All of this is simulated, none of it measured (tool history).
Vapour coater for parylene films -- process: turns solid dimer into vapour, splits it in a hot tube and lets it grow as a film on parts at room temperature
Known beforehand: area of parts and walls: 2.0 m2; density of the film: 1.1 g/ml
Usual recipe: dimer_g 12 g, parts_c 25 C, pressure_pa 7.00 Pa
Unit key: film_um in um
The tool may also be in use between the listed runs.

run 1 hour=0.0 | dimer_g=12 parts_c=25 pressure_pa=7.00 | film_um=3.05
run 2 hour=23.0 | dimer_g=12 parts_c=25 pressure_pa=7.00 | film_um=3.00
run 3 hour=53.5 | dimer_g=9 parts_c=25 pressure_pa=7.00 | film_um=2.28
run 4 hour=83.7 | dimer_g=12 parts_c=25 pressure_pa=2.39 | film_um=3.87
run 5 hour=107.9 | dimer_g=12 parts_c=25 pressure_pa=2.39 | film_um=3.92
-- hour=121.2 trap's valve overhauled
run 6 hour=143.8 | dimer_g=12 parts_c=25 pressure_pa=7.00 | film_um=3.04
run 7 hour=166.0 | dimer_g=12 parts_c=25 pressure_pa=7.00 | film_um=2.98
run 8 hour=193.1 | dimer_g=12 parts_c=25 pressure_pa=7.00 | film_um=3.03
run 9 hour=217.9 | dimer_g=12 parts_c=25 pressure_pa=7.00 | film_um=3.01
run 10 hour=233.8 | dimer_g=12 parts_c=25 pressure_pa=7.00 | film_um=3.02
run 11 hour=260.6 | dimer_g=12 parts_c=25 pressure_pa=7.00 | film_um=2.99
run 12 hour=285.1 | dimer_g=7 parts_c=25 pressure_pa=7.00 | film_um=1.73
run 13 hour=315.0 | dimer_g=12 parts_c=25 pressure_pa=7.00 | film_um=3.00
run 14 hour=342.4 | dimer_g=12 parts_c=21 pressure_pa=7.00 | film_um=3.44
run 15 hour=366.3 | dimer_g=12 parts_c=21 pressure_pa=7.00 | film_um=3.51
-- hour=388.2 trap's valve overhauled
run 16 hour=404.2 | dimer_g=7 parts_c=26 pressure_pa=7.00 | film_um=1.74
run 17 hour=428.3 | dimer_g=7 parts_c=26 pressure_pa=7.00 | film_um=1.67
run 18 hour=457.5 | dimer_g=12 parts_c=19 pressure_pa=5.84 | film_um=3.83
run 19 hour=483.1 | dimer_g=5 parts_c=31 pressure_pa=3.80 | film_um=1.19
run 20 hour=515.2 | dimer_g=5 parts_c=31 pressure_pa=3.80 | film_um=1.14
run 21 hour=533.7 | dimer_g=15 parts_c=19 pressure_pa=4.67 | film_um=5.21
run 22 hour=549.8 | dimer_g=7 parts_c=19 pressure_pa=4.67 | film_um=2.45
run 23 hour=572.1 | dimer_g=9 parts_c=32 pressure_pa=7.00 | film_um=1.72
run 24 hour=601.0 | dimer_g=9 parts_c=32 pressure_pa=7.00 | film_um=1.75
run 25 hour=632.0 | dimer_g=17 parts_c=25 pressure_pa=9.37 | film_um=4.02
run 26 hour=648.2 | dimer_g=15 parts_c=22 pressure_pa=2.78 | film_um=5.24
-- hour=655.1 trap's valve overhauled
-- hour=662.2 table's thermometer calibrated
run 27 hour=682.9 | dimer_g=14 parts_c=27 pressure_pa=2.78 | film_um=4.07
run 28 hour=714.7 | dimer_g=14 parts_c=27 pressure_pa=2.78 | film_um=4.09
run 29 hour=734.8 | dimer_g=14 parts_c=27 pressure_pa=2.78 | film_um=4.06

Branching from run 29: 3 alternative next runs. What would each branch give?
run A hour=752.2 | dimer_g=8 parts_c=35 pressure_pa=5.02 | film_um=?
run B hour=752.2 | dimer_g=12 parts_c=25 pressure_pa=7.00 | film_um=?
run C hour=752.2 | dimer_g=12 parts_c=25 pressure_pa=3.00 | film_um=?

run=A film_um=1.51
run=B film_um=3.02
run=C film_um=3.71
Stripped of hidden state, with their random variation kept, the same runs would have yielded:
run=A film_um=1.51
run=B film_um=3.02
run=C film_um=3.72
